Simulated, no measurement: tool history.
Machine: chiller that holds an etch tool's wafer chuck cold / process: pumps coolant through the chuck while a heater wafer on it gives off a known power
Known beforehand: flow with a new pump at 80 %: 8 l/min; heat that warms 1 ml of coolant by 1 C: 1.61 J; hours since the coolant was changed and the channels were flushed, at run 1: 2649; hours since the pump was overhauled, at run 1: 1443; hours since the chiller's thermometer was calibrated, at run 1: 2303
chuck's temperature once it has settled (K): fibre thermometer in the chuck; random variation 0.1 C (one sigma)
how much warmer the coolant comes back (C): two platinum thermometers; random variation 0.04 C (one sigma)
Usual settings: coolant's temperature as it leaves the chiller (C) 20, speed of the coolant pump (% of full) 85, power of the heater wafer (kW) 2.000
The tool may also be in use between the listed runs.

| run | hour | coolant's temperature as it leaves the chiller (C) | speed of the coolant pump (% of full) | power of the heater wafer (kW) | hours since the coolant was changed and the channels were flushed | hours since the pump was overhauled | hours since the chiller's thermometer was calibrated | chuck's temperature once it has settled (K) | how much warmer the coolant comes back (C) |
|---|---|---|---|---|---|---|---|---|---|
| 1 | 0.0 | 20 | 85 | 2.000 | 2649 | 1443 | 2303 | 310.65 | 8.83 |
| 2 | 87.3 | 20 | 85 | 2.000 | 2737 | 1530 | 2390 | 310.35 | 8.83 |
| 3 | 143.8 | 20 | 85 | 1.150 | 2793 | 1587 | 2446 | 303.15 | 5.10 |
| 4 | 196.4 | 24 | 85 | 2.000 | 2846 | 1639 | 2499 | 314.45 | 8.84 |
| 5 | 313.8 | 24 | 85 | 2.000 | 2963 | 1757 | 2616 | 314.55 | 8.88 |
| 6 | 369.2 | 24 | 69 | 2.000 | 3019 | 1812 | 2672 | 316.85 | 10.89 |
| 7 | 488.9 | 24 | 69 | 2.000 | 3138 | 1932 | 2791 | 317.05 | 10.89 |
| 8 | 578.5 | 20 | 85 | 2.000 | 3228 | 2021 | 2881 | 310.75 | 8.87 |
| 9 | 698.8 | 19 | 85 | 2.000 | 3348 | 2142 | 3001 | 309.85 | 8.83 |
|  | 756.8 | chiller's thermometer calibrated |
| 10 | 756.8 | 19 | 85 | 2.000 | 3405 | 2199 | 0 | 309.55 | 8.83 |
| 11 | 872.2 | 19 | 85 | 2.000 | 3520 | 2314 | 115 | 309.65 | 8.88 |
| 12 | 932.9 | 19 | 85 | 2.000 | 3581 | 2375 | 176 | 309.85 | 8.92 |
| 13 | 987.2 | 19 | 85 | 2.000 | 3635 | 2429 | 230 | 309.35 | 8.89 |
| 14 | 1083.7 | 20 | 64 | 2.000 | 3732 | 2526 | 327 | 314.15 | 11.91 |
| 15 | 1163.7 | 20 | 64 | 2.000 | 3812 | 2606 | 407 | 314.25 | 11.92 |
| 16 | 1265.8 | 20 | 85 | 2.000 | 3914 | 2708 | 509 | 310.85 | 8.97 |
| 17 | 1375.7 | 20 | 85 | 2.000 | 4024 | 2818 | 619 | 310.85 | 8.91 |
| 18 | 1461.0 | 28 | 80 | 1.693 | 4109 | 2903 | 704 | 316.65 | 8.10 |
| 19 | 1528.4 | 28 | 80 | 1.693 | 4177 | 2970 | 772 | 316.75 | 8.05 |
| 20 | 1596.8 | 17 | 61 | 2.678 | 4245 | 3039 | 840 | 319.45 | 16.78 |
| 21 | 1653.5 | 14 | 74 | 1.405 | 4302 | 3095 | 897 | 300.95 | 7.31 |
| 22 | 1719.0 | 28 | 74 | 1.405 | 4367 | 3161 | 962 | 314.75 | 7.24 |
| 23 | 1804.8 | 23 | 85 | 1.291 | 4453 | 3247 | 1048 | 307.65 | 5.82 |
| 24 | 1914.6 | 21 | 94 | 2.808 | 4563 | 3357 | 1158 | 317.85 | 11.48 |
| 25 | 2020.8 | 23 | 94 | 2.315 | 4669 | 3463 | 1264 | 315.75 | 9.44 |
| 26 | 2135.3 | 24 | 91 | 1.130 | 4784 | 3577 | 1379 | 307.05 | 4.77 |

For run 27, what comes out?
| 27 | 2215.4 | 24 | 91 | 1.130 | 4864 | 3657 | 1459 | ? | ? |

chuck's temperature once it has settled (K): 307.05
how much warmer the coolant comes back (C): 4.77
The same run, on a tool lacking any hidden state, would have yielded chuck's temperature once it has settled (K) 306.15, how much warmer the coolant comes back (C) 4.65.
